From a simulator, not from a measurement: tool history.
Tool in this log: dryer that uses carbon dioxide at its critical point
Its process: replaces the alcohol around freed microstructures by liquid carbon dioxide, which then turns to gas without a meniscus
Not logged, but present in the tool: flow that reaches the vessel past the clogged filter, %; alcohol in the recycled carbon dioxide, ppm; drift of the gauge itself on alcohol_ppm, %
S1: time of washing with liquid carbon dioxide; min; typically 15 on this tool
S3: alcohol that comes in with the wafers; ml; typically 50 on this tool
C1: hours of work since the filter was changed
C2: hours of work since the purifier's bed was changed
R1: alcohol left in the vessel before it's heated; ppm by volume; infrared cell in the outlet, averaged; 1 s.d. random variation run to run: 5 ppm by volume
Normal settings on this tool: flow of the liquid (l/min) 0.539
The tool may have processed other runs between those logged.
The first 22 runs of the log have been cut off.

run 23 hour=607.8 | S1=15 flow_of_the_liquid_(l/min)=0.329 S3=50 | C1=38 C2=827 | R1=757
run 24 hour=624.6 | S1=15 flow_of_the_liquid_(l/min)=0.329 S3=50 | C1=45 C2=834 | R1=744
run 25 hour=658.4 | S1=14 flow_of_the_liquid_(l/min)=0.329 S3=30 | C1=59 C2=849 | R1=635
run 26 hour=676.1 | S1=14 flow_of_the_liquid_(l/min)=0.329 S3=30 | C1=67 C2=856 | R1=651
run 27 hour=694.5 | S1=14 flow_of_the_liquid_(l/min)=0.329 S3=30 | C1=74 C2=864 | R1=651
run 28 hour=732.8 | S1=20 flow_of_the_liquid_(l/min)=0.329 S3=27 | C1=90 C2=880 | R1=207
run 29 hour=751.9 | S1=20 flow_of_the_liquid_(l/min)=0.329 S3=27 | C1=98 C2=888 | R1=213
run 30 hour=769.2 | S1=15 flow_of_the_liquid_(l/min)=0.403 S3=41 | C1=106 C2=895 | R1=339
run 31 hour=795.8 | S1=17 flow_of_the_liquid_(l/min)=0.378 S3=35 | C1=117 C2=906 | R1=265
run 32 hour=834.5 | S1=11 flow_of_the_liquid_(l/min)=0.539 S3=72 | C1=133 C2=923 | R1=514
run 33 hour=861.4 | S1=11 flow_of_the_liquid_(l/min)=0.539 S3=72 | C1=144 C2=934 | R1=533
run 34 hour=900 | S1=11 flow_of_the_liquid_(l/min)=0.539 S3=72 | C1=161 C2=950 | R1=531
-- hour=906.5 purifier's bed changed
run 35 hour=924.9 | S1=9 flow_of_the_liquid_(l/min)=0.335 S3=26 | C1=170 C2=8 | R1=1976
run 36 hour=945.7 | S1=9 flow_of_the_liquid_(l/min)=0.542 S3=43 | C1=179 C2=16 | R1=617
run 37 hour=973.5 | S1=9 flow_of_the_liquid_(l/min)=0.542 S3=43 | C1=190 C2=28 | R1=630
run 38 hour=996.9 | S1=9 flow_of_the_liquid_(l/min)=0.542 S3=43 | C1=200 C2=38 | R1=629
run 39 hour=1033.5 | S1=15 flow_of_the_liquid_(l/min)=0.485 S3=49 | C1=216 C2=53 | R1=103
run 40 hour=1050.1 | S1=15 flow_of_the_liquid_(l/min)=0.485 S3=49 | C1=222 C2=60 | R1=117
run 41 hour=1075.5 | S1=15 flow_of_the_liquid_(l/min)=0.485 S3=49 | C1=233 C2=71 | R1=111
run 42 hour=1096.4 | S1=12 flow_of_the_liquid_(l/min)=0.767 S3=81 | C1=242 C2=80 | R1=41
run 43 hour=1133.7 | S1=12 flow_of_the_liquid_(l/min)=0.767 S3=81 | C1=258 C2=95 | R1=37
run 44 hour=1167.5 | S1=16 flow_of_the_liquid_(l/min)=0.38 S3=81 | C1=272 C2=110 | R1=483
run 45 hour=1206.7 | S1=11 flow_of_the_liquid_(l/min)=0.539 S3=50 | C1=288 C2=126 | R1=360
run 46 hour=1239.9 | S1=13 flow_of_the_liquid_(l/min)=0.516 S3=115 | C1=302 C2=140 | R1=430
run 47 hour=1261.4 | S1=13 flow_of_the_liquid_(l/min)=0.366 S3=88 | C1=311 C2=149 | R1=1686

Branching from run 47: 3 alternative next runs. What would each branch give?
run A hour=1287.5 | S1=21 flow_of_the_liquid_(l/min)=0.901 S3=71 | C1=322 C2=160 | R1=?
run B hour=1287.5 | S1=23 flow_of_the_liquid_(l/min)=0.738 S3=90 | C1=322 C2=160 | R1=?
run C hour=1287.5 | S1=19 flow_of_the_liquid_(l/min)=0.366 S3=88 | C1=322 C2=160 | R1=?

run=A R1=31
run=B R1=30
run=C R1=309
With the hidden condition removed and each run's random variation left untouched, the same runs would have given:
run=A R1=9
run=B R1=7
run=C R1=173

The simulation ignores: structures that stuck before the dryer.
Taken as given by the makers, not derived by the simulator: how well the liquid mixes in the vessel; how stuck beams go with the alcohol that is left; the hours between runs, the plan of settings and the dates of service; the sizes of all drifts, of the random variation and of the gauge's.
